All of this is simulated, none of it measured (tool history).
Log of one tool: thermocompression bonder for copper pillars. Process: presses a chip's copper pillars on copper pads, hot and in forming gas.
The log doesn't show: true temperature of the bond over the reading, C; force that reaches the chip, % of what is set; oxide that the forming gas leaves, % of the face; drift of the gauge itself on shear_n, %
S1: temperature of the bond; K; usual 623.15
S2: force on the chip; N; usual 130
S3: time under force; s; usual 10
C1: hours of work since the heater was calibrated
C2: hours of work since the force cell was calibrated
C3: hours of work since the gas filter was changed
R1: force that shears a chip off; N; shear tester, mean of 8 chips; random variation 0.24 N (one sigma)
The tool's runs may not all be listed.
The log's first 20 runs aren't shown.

{"run": 21, "hour": 143.3, "S1": 597.15, "S2": 130, "S3": 10, "C1": 5, "C2": 537, "C3": 94, "R1": 41.1}
{"run": 22, "hour": 151.7, "S1": 597.15, "S2": 130, "S3": 10, "C1": 11, "C2": 543, "C3": 99, "R1": 41.1}
{"run": 23, "hour": 160.4, "S1": 597.15, "S2": 130, "S3": 10, "C1": 17, "C2": 549, "C3": 105, "R1": 40.5}
{"run": 24, "hour": 167.7, "S1": 653.15, "S2": 130, "S3": 6, "C1": 22, "C2": 554, "C3": 111, "R1": 55.2}
{"run": 25, "hour": 173.3, "S1": 653.15, "S2": 130, "S3": 6, "C1": 26, "C2": 558, "C3": 114, "R1": 55.1}
{"run": 26, "hour": 180.7, "S1": 612.15, "S2": 119, "S3": 23, "C1": 31, "C2": 563, "C3": 120, "R1": 55.7}
{"run": 27, "hour": 188.6, "S1": 612.15, "S2": 78, "S3": 23, "C1": 37, "C2": 569, "C3": 125, "R1": 38}
{"run": 28, "hour": 195.1, "S1": 607.15, "S2": 130, "S3": 10, "C1": 41, "C2": 573, "C3": 129, "R1": 44.7}
{"run": 29, "hour": 199.6, "S1": 607.15, "S2": 130, "S3": 10, "C1": 44, "C2": 576, "C3": 133, "R1": 44.2}
{"run": 30, "hour": 208.6, "S1": 607.15, "S2": 130, "S3": 19, "C1": 51, "C2": 582, "C3": 139, "R1": 53.6}
{"run": 31, "hour": 216.1, "S1": 607.15, "S2": 115, "S3": 9, "C1": 56, "C2": 588, "C3": 144, "R1": 38.1}
{"run": 32, "hour": 222.3, "S1": 607.15, "S2": 96, "S3": 16, "C1": 60, "C2": 592, "C3": 148, "R1": 38.4}
{"run": 33, "hour": 231.3, "S1": 641.15, "S2": 137, "S3": 10, "C1": 66, "C2": 598, "C3": 155, "R1": 59.3}
{"hour": 233.4, "done": "forming gas filter changed"}
{"run": 34, "hour": 241.4, "S1": 625.15, "S2": 183, "S3": 6, "C1": 73, "C2": 605, "C3": 5, "R1": 62.8}
{"run": 35, "hour": 249.1, "S1": 624.15, "S2": 183, "S3": 15, "C1": 78, "C2": 610, "C3": 11, "R1": 76.3}
{"run": 36, "hour": 257.2, "S1": 601.15, "S2": 130, "S3": 16, "C1": 84, "C2": 616, "C3": 16, "R1": 52.3}
{"run": 37, "hour": 262.1, "S1": 608.15, "S2": 93, "S3": 30, "C1": 87, "C2": 619, "C3": 20, "R1": 50.2}
{"run": 38, "hour": 270.9, "S1": 648.15, "S2": 92, "S3": 11, "C1": 93, "C2": 625, "C3": 26, "R1": 50.4}
{"run": 39, "hour": 277.7, "S1": 610.15, "S2": 112, "S3": 7, "C1": 98, "C2": 630, "C3": 31, "R1": 36.8}

Forecast each of these 4 alternatives for the next run:
{"run": "A", "hour": 286.2, "S1": 612.15, "S2": 157, "S3": 15, "C1": 104, "C2": 636, "C3": 36, "R1": "?"}
{"run": "B", "hour": 286.2, "S1": 647.15, "S2": 84, "S3": 18, "C1": 104, "C2": 636, "C3": 36, "R1": "?"}
{"run": "C", "hour": 286.2, "S1": 646.15, "S2": 155, "S3": 25, "C1": 104, "C2": 636, "C3": 36, "R1": "?"}
{"run": "D", "hour": 286.2, "S1": 648.15, "S2": 137, "S3": 10, "C1": 104, "C2": 636, "C3": 36, "R1": "?"}

run=A R1=64.4
run=B R1=53.7
run=C R1=81.4
run=D R1=66.3
Without the tool's hidden state the same runs would have given:
run=A R1=64.3
run=B R1=53.4
run=C R1=82.4
run=D R1=66.3
